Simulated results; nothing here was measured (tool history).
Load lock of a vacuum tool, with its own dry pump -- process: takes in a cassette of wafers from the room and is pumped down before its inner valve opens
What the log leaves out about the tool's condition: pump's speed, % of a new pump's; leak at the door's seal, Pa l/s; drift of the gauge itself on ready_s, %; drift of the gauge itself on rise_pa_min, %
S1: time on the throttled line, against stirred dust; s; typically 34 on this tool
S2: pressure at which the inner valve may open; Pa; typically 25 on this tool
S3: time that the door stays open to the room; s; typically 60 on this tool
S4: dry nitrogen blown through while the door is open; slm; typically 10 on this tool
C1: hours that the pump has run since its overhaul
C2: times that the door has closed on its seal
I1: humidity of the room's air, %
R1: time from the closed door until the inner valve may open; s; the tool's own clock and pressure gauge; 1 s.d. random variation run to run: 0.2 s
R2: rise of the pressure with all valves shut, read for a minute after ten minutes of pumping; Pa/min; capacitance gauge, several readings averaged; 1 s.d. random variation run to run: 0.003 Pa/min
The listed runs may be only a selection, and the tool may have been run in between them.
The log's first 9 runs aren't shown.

run     hour  S1  S2   S3  S4    C1     C2    I1    R1     R2
 10   3231.3  54  25   60  10  1627  10993  46.9  71.1  0.058
 11   3627.8  34  25   46  10  2023  12744    48  55.3  0.069
 12   4039.3  34  25   60  10  2435  14560  44.4  55.7  0.077
 13   4417.5  34  25   60  10  2813  16229  50.7  56.4  0.091
 14   4655.3  34  30   60  10  3051  17279  47.1  55.3  0.087
 15   4840.3  34  30   60  10  3236  18096  45.4  55.3  0.101
 16   5036.1  34  25   60  10  3431  18960  43.4  56.5  0.099
 17   5334.1  34  25   60  10  3729  20276  44.8  56.2  0.103
 18   5690.9  39  39   60  10  4086  21850  46.5  58.5  0.121
 19   6116.5  39  39  199   8  4512  23729  45.3  58.9  0.169
 20   6523.6  44  29   38  10  4919  25526  44.5  63.6  0.136
 21   6818.3  34  25   60  30  5214  26827    46  57.1  0.135
 22   7075.4  29  25   60   8  5471  27962  45.3  52.7   0.15
 23   7284.4  29  25   60   8  5680  28885  48.9  53.2  0.159
 24     7544  23  48  117  16  5939  30031  44.9    46  0.171
 25   7943.1  23  48  117  16  6338  31792  43.1  45.8  0.187
 26     8202  23  46   40  16  6597  32935  46.1  46.4  0.184
 27   8436.5  34  25   26   9  6832  33970  42.8  56.9  0.186
 28   8641.1  41  36   60  10  7036  34873  44.4  61.3  0.198
 29   9011.5  41  21   96  22  7407  36509  42.3  63.3  0.217
 30   9258.1  31  19   96   5  7653  37597  40.4  55.8  0.243
 31   9447.7  31  19   96   5  7843  38434  42.9  56.2  0.239
 32   9865.6  53  19   96   5  8261  40279  45.3  73.3  0.255
 33  10146.4  53  19   96   5  8542  41518  45.7  73.1  0.274
 34  10542.3  53  19   96   5  8938  43266  42.7  72.9  0.285

Forecast each of these 5 alternatives for the next run:
  A  10726.5  26  30   60  32  9122  44079  45.9   ?   ?
  B  10726.5  34  36   60  10  9122  44079  42.2   ?   ?
  C  10726.5  53  19   68   5  9122  44079  44.5   ?   ?
  D  10726.5  33  25  178   5  9122  44079  42.1   ?   ?
  E  10726.5  48  19   96   5  9122  44079  46.7   ?   ?

run    R1     R2
  A  51.2  0.268
  B  56.2  0.279
  C    73  0.282
  D  56.6  0.309
  E  69.6  0.301
Stripped of hidden state, with their random variation kept, the same runs would have yielded:
run    R1     R2
  A  49.1  0.014
  B  54.3  0.024
  C  71.2  0.028
  D  54.5  0.055
  E  67.7  0.042
